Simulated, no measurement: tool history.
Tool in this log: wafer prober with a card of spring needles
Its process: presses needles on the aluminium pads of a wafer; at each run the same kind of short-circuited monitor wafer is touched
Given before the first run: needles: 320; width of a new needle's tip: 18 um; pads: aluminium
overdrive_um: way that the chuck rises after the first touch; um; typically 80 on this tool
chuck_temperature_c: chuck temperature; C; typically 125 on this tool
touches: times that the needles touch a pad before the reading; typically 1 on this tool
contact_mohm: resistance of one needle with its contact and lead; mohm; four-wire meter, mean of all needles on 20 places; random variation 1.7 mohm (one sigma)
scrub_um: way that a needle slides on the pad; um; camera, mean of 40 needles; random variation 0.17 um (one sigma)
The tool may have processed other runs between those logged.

| run | hour | overdrive_um | chuck_temperature_c | touches | contact_mohm | scrub_um |
|---|---|---|---|---|---|---|
| 1 | 0.0 | 80 | 125 | 1 | 208 | 16.96 |
|  | 2.3 | tips cleaned on abrasive film |
|  | 7.8 | tips cleaned on abrasive film |
|  | 12.2 | tips cleaned on abrasive film |
|  | 17.8 | tips cleaned on abrasive film |
| 2 | 21.9 | 80 | 125 | 1 | 212 | 16.61 |
|  | 23.1 | tips cleaned on abrasive film |
|  | 27.6 | tips cleaned on abrasive film |
|  | 32.0 | tips cleaned on abrasive film |
|  | 36.4 | tips cleaned on abrasive film |
| 3 | 38.5 | 80 | 125 | 1 | 199 | 16.76 |
|  | 41.8 | tips cleaned on abrasive film |
|  | 47.4 | tips cleaned on abrasive film |
| 4 | 51.0 | 80 | 125 | 1 | 208 | 16.65 |
|  | 52.2 | tips cleaned on abrasive film |
|  | 56.6 | tips cleaned on abrasive film |
|  | 61.0 | tips cleaned on abrasive film |
|  | 66.5 | tips cleaned on abrasive film |
| 5 | 66.5 | 80 | 125 | 1 | 182 | 16.31 |
|  | 70.9 | tips cleaned on abrasive film |
|  | 75.4 | tips cleaned on abrasive film |
| 6 | 79.1 | 80 | 125 | 1 | 214 | 16.06 |
|  | 80.3 | tips cleaned on abrasive film |
|  | 84.7 | tips cleaned on abrasive film |
|  | 89.1 | tips cleaned on abrasive film |
|  | 89.4 | height of the first contact set anew |
|  | 95.0 | tips cleaned on abrasive film |
|  | 99.4 | tips cleaned on abrasive film |
| 7 | 102.2 | 61 | 125 | 1 | 219 | 13.71 |
|  | 104.4 | tips cleaned on abrasive film |
|  | 109.9 | tips cleaned on abrasive film |
|  | 115.5 | tips cleaned on abrasive film |
|  | 119.9 | tips cleaned on abrasive film |
|  | 125.4 | tips cleaned on abrasive film |
| 8 | 125.4 | 61 | 125 | 1 | 188 | 13.83 |
|  | 129.8 | tips cleaned on abrasive film |
|  | 135.3 | tips cleaned on abrasive film |
|  | 139.8 | tips cleaned on abrasive film |
| 9 | 139.8 | 61 | 125 | 1 | 186 | 13.15 |
|  | 144.3 | tips cleaned on abrasive film |
|  | 148.8 | tips cleaned on abrasive film |
|  | 154.3 | tips cleaned on abrasive film |
| 10 | 154.6 | 61 | 125 | 1 | 191 | 13.33 |
|  | 159.1 | tips cleaned on abrasive film |
|  | 164.6 | tips cleaned on abrasive film |
|  | 170.1 | tips cleaned on abrasive film |
|  | 175.7 | tips cleaned on abrasive film |
|  | 180.7 | tips cleaned on abrasive film |
| 11 | 180.7 | 61 | 125 | 1 | 185 | 13.03 |
|  | 186.2 | tips cleaned on abrasive film |
|  | 190.6 | tips cleaned on abrasive film |
|  | 196.2 | tips cleaned on abrasive film |
|  | 201.7 | tips cleaned on abrasive film |
| 12 | 206.0 | 86 | 125 | 1 | 207 | 18.66 |
|  | 207.2 | tips cleaned on abrasive film |
|  | 211.6 | tips cleaned on abrasive film |
|  | 217.1 | tips cleaned on abrasive film |
|  | 222.7 | tips cleaned on abrasive film |
| 13 | 225.6 | 85 | 125 | 2 | 191 | 18.33 |

Forecast run 14:
|  | 227.8 | tips cleaned on abrasive film |
|  | 232.3 | tips cleaned on abrasive film |
|  | 237.8 | tips cleaned on abrasive film |
|  | 243.3 | tips cleaned on abrasive film |
| 14 | 243.5 | 65 | 40 | 2 | ? | ? |

Run 14 produced contact_mohm 168 mohm, scrub_um 13.82 um.
The same run, on a tool lacking any hidden state, would have yielded contact_mohm 160 mohm, scrub_um 14.51 um.
